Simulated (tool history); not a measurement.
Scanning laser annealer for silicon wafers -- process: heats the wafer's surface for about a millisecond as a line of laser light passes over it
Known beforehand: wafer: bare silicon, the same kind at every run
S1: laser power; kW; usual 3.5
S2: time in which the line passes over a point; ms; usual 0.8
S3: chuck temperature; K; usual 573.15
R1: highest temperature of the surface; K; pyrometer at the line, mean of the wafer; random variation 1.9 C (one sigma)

Run 1, hour 0: usual settings. Result: R1 1380.15 K.
Run 2, hour 14.2: usual settings. Result: R1 1376.15 K.
Run 3, hour 28.4: usual settings but S1 3.607 kW. Result: R1 1408.15 K.
Run 4, hour 45: usual settings but S1 3.607 kW. Result: R1 1406.15 K.
Run 5, hour 53.9: usual settings but S1 3.607 kW. Result: R1 1407.15 K.
Run 6, hour 69.7: usual settings. Result: R1 1374.15 K.
Run 7, hour 86.8: usual settings. Result: R1 1371.15 K.
Run 8, hour 97.4: usual settings. Result: R1 1373.15 K.
Run 9, hour 111.5: usual settings but S1 3.299 kW, S2 0.69 ms. Result: R1 1262.15 K.
Run 10, hour 121.1: usual settings but S3 568.15 K. Result: R1 1364.15 K.
Run 11, hour 131.2: usual settings but S3 568.15 K. Result: R1 1364.15 K.
Run 12, hour 144.2: usual settings but S2 0.723 ms. Result: R1 1327.15 K.

Table of differences, measured result less the result of that run with no hidden state. Run-to-run variation is the same in both. Gauge scatter possibly is not:
The hidden state here: light that passes the window, % of a clean one's; laser's true power over the reading, %; width of the line over the set one, %; drift of the gauge itself on peak_c, C.
run   R1
  1  -31
  2  -32
  3  -34
  4  -36
  5  -37
  6  -37
  7  -38
  8  -39
  9  -35
 10  -40
 11  -41
 12  -40
